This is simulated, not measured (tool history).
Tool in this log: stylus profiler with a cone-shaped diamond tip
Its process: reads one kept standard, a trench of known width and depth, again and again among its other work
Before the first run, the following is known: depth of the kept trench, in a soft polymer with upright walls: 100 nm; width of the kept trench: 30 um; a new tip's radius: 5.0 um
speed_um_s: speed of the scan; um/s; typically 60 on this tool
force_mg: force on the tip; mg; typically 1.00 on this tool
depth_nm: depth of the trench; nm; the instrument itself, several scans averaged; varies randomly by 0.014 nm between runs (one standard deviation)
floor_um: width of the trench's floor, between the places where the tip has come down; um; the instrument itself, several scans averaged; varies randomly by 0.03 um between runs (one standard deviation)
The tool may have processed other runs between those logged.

run 1 day=0.000 | speed_um_s=60 force_mg=1.00 | depth_nm=100.93 floor_um=27.29
run 2 day=2.646 | speed_um_s=138 force_mg=1.00 | depth_nm=100.93 floor_um=26.58
run 3 day=6.021 | speed_um_s=138 force_mg=1.00 | depth_nm=100.93 floor_um=26.53
run 4 day=9.062 | speed_um_s=138 force_mg=1.00 | depth_nm=100.96 floor_um=26.48
run 5 day=11.238 | speed_um_s=138 force_mg=1.00 | depth_nm=100.97 floor_um=26.56
run 6 day=14.575 | speed_um_s=138 force_mg=1.00 | depth_nm=100.95 floor_um=26.51
-- day=14.871 height scale calibrated on a step standard
run 7 day=16.683 | speed_um_s=18 force_mg=1.00 | depth_nm=101.07 floor_um=27.53
run 8 day=19.050 | speed_um_s=18 force_mg=1.00 | depth_nm=101.04 floor_um=27.52
run 9 day=20.696 | speed_um_s=18 force_mg=1.00 | depth_nm=101.09 floor_um=27.50
run 10 day=23.467 | speed_um_s=60 force_mg=1.00 | depth_nm=101.10 floor_um=27.16
run 11 day=25.358 | speed_um_s=30 force_mg=1.30 | depth_nm=101.24 floor_um=27.43
run 12 day=28.588 | speed_um_s=81 force_mg=1.44 | depth_nm=101.32 floor_um=27.01
run 13 day=30.558 | speed_um_s=32 force_mg=2.72 | depth_nm=101.89 floor_um=27.45
run 14 day=33.633 | speed_um_s=71 force_mg=0.59 | depth_nm=100.89 floor_um=26.84
-- day=33.908 height scale calibrated on a step standard, once more
run 15 day=35.829 | speed_um_s=71 force_mg=0.59 | depth_nm=100.62 floor_um=26.74
run 16 day=38.808 | speed_um_s=71 force_mg=0.59 | depth_nm=100.66 floor_um=26.75
run 17 day=40.383 | speed_um_s=95 force_mg=1.07 | depth_nm=100.92 floor_um=26.78
run 18 day=42.071 | speed_um_s=60 force_mg=0.35 | depth_nm=100.43 floor_um=26.68
run 19 day=44.950 | speed_um_s=16 force_mg=0.36 | depth_nm=100.45 floor_um=27.31

Predict each of these 5 candidate next runs independently; none follows another, all start after run 19:
run A day=47.458 | speed_um_s=19 force_mg=0.59 | depth_nm=? floor_um=?
run B day=47.458 | speed_um_s=83 force_mg=2.43 | depth_nm=? floor_um=?
run C day=47.458 | speed_um_s=16 force_mg=0.39 | depth_nm=? floor_um=?
run D day=47.458 | speed_um_s=16 force_mg=1.27 | depth_nm=? floor_um=?
run E day=47.458 | speed_um_s=16 force_mg=0.86 | depth_nm=? floor_um=?

run=A depth_nm=100.63 floor_um=27.33
run=B depth_nm=101.56 floor_um=27.07
run=C depth_nm=100.49 floor_um=27.30
run=D depth_nm=101.01 floor_um=27.44
run=E depth_nm=100.83 floor_um=27.38
With no hidden state in the tool, these same runs would have given:
run=A depth_nm=100.58 floor_um=27.80
run=B depth_nm=101.50 floor_um=27.54
run=C depth_nm=100.44 floor_um=27.77
run=D depth_nm=100.95 floor_um=27.92
run=E depth_nm=100.78 floor_um=27.85

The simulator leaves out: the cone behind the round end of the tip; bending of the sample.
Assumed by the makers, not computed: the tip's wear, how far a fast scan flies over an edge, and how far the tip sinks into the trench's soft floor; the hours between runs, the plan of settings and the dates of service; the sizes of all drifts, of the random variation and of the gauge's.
